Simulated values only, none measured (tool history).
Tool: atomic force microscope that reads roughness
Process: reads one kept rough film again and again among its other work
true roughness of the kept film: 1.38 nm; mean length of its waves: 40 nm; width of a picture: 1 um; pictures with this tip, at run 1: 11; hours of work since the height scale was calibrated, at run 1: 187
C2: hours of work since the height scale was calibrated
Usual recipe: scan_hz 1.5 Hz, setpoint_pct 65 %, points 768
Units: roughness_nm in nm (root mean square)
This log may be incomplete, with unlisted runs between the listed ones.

Run 1, hour 0: usual settings; pictures with this tip 11; C2 187. Result: roughness_nm 1.282 nm (root mean square).
Run 2, hour 15.6: usual settings but setpoint_pct 67 %; pictures with this tip 50; C2 198. Result: roughness_nm 1.265 nm (root mean square).
Run 3, hour 26.2: usual settings but setpoint_pct 67 %; pictures with this tip 77; C2 206. Result: roughness_nm 1.263 nm (root mean square).
Run 4, hour 39.7: usual settings but setpoint_pct 67 %; pictures with this tip 111; C2 216. Result: roughness_nm 1.265 nm (root mean square).
Run 5, hour 47.7: usual settings but setpoint_pct 67 %; pictures with this tip 131; C2 222. Result: roughness_nm 1.257 nm (root mean square).
Run 6, hour 57.3: usual settings but setpoint_pct 67 %; pictures with this tip 155; C2 229. Result: roughness_nm 1.258 nm (root mean square).
Run 7, hour 70.8: usual settings but setpoint_pct 67 %; pictures with this tip 189; C2 239. Result: roughness_nm 1.254 nm (root mean square).
Run 8, hour 86.2: usual settings; pictures with this tip 228; C2 250. Result: roughness_nm 1.262 nm (root mean square).
Run 9, hour 101.9: usual settings; pictures with this tip 267; C2 262. Result: roughness_nm 1.252 nm (root mean square).
Run 10, hour 116.9: usual settings; pictures with this tip 305; C2 273. Result: roughness_nm 1.254 nm (root mean square).
At hour 128.1: new tip fitted.
Run 11, hour 128.1: usual settings but scan_hz 0.91 Hz, setpoint_pct 78 %, points 476; pictures with this tip 0; C2 281. Result: roughness_nm 1.252 nm (root mean square).
Run 12, hour 138.9: usual settings but setpoint_pct 84 %, points 595; pictures with this tip 28; C2 289. Result: roughness_nm 1.161 nm (root mean square).
Run 13, hour 150.6: usual settings but scan_hz 1.63 Hz, setpoint_pct 84 %, points 624; pictures with this tip 57; C2 297. Result: roughness_nm 1.146 nm (root mean square).
Run 14, hour 166.1: usual settings but setpoint_pct 63 %, points 272; pictures with this tip 96; C2 309. Result: roughness_nm 1.276 nm (root mean square).
Run 15, hour 182.5: usual settings but scan_hz 1.24 Hz, setpoint_pct 78 %, points 791; pictures with this tip 137; C2 321. Result: roughness_nm 1.22 nm (root mean square).
Run 16, hour 194.6: usual settings but scan_hz 1.24 Hz, setpoint_pct 78 %, points 791; pictures with this tip 168; C2 330. Result: roughness_nm 1.215 nm (root mean square).
Run 17, hour 208.9: usual settings but scan_hz 1.02 Hz, setpoint_pct 78 %, points 285; pictures with this tip 204; C2 340. Result: roughness_nm 1.221 nm (root mean square).
Run 18, hour 219.7: usual settings but scan_hz 1.02 Hz, setpoint_pct 78 %, points 285; pictures with this tip 231; C2 348. Result: roughness_nm 1.22 nm (root mean square).
Run 19, hour 232: usual settings but scan_hz 1.02 Hz, setpoint_pct 78 %, points 285; pictures with this tip 262; C2 357. Result: roughness_nm 1.219 nm (root mean square).
Run 20, hour 241.8: usual settings but scan_hz 0.78 Hz, setpoint_pct 81 %; pictures with this tip 287; C2 365. Result: roughness_nm 1.235 nm (root mean square).

Each row is a separate what-if for the run after 20, all from the same tool condition, not one after another. Results?
Run A, hour 251.8: usual settings but setpoint_pct 57 %; pictures with this tip 312; C2 372. Result: roughness_nm ?.
Run B, hour 251.8: usual settings but scan_hz 1.51 Hz, setpoint_pct 81 %; pictures with this tip 312; C2 372. Result: roughness_nm ?.
Run C, hour 251.8: usual settings but scan_hz 0.81 Hz, setpoint_pct 87 %; pictures with this tip 312; C2 372. Result: roughness_nm ?.

run  roughness_nm
  A         1.277
  B         1.161
  C         1.204
What these runs would have given with no unlogged condition in the tool:
run  roughness_nm
  A         1.309
  B         1.191
  C         1.235
